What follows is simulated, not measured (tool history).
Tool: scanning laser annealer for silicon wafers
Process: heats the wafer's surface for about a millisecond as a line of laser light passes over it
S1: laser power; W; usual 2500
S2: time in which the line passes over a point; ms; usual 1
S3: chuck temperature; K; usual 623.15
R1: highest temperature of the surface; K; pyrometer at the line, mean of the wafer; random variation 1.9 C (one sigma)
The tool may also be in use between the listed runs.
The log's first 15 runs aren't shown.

run   hour    S1    S2      S3       R1
 16  103.9  2500     1  591.15  1353.15
 17  110.2  2500     1  591.15  1357.15
 18  119.3  2500     1  591.15  1350.15
 19  125.6  2500  0.81  591.15  1277.15
 20  130.8  2500  0.81  591.15  1278.15
 21  134.9  2500  0.81  591.15  1279.15
 22  141.8  2328  0.75  623.15  1233.15
 23  147.2  2235  0.71  623.15  1195.15
 24  152.8  2500  0.93  625.15  1358.15
 25  160.7  2500  0.93  625.15  1359.15
 26  167.2  2399  0.95  622.15  1336.15
     176.2  -- window over the wafer cleaned
 27  176.2  2399  0.95  622.15  1352.15
 28  181.9  2379  0.74  617.15  1258.15
 29  190.1  2379  0.74  617.15  1258.15
 30  198.7  2379  0.74  617.15  1255.15
 31  203.8  2379  1.09  589.15  1367.15
 32  213.1  2304  0.73  598.15  1212.15
 33  217.6  2304  0.73  598.15  1214.15
 34  225.1  2352  0.86  612.15  1288.15
 35  230.6  2576  0.81  623.15  1348.15
 36    235  2576  0.81  623.15  1348.15
 37  239.4  2576  0.81  623.15  1350.15
 38    245  2461  0.76  627.15  1298.15
 39  253.8  2688  1.16  623.15  1531.15
 40  261.6  2688  1.03  623.15  1474.15

Forecast each of these 4 alternatives for the next run:
  A  266.4  2541  1.03  623.15   ?
  B  266.4  2500  0.86  645.15   ?
  C  266.4  2581  0.77  608.15   ?
  D  266.4  2403  0.89  592.15   ?

run       R1
  A  1430.15
  B  1368.15
  C  1315.15
  D  1300.15
Without the tool's hidden state the same runs would have given:
run       R1
  A  1437.15
  B  1375.15
  C  1322.15
  D  1306.15
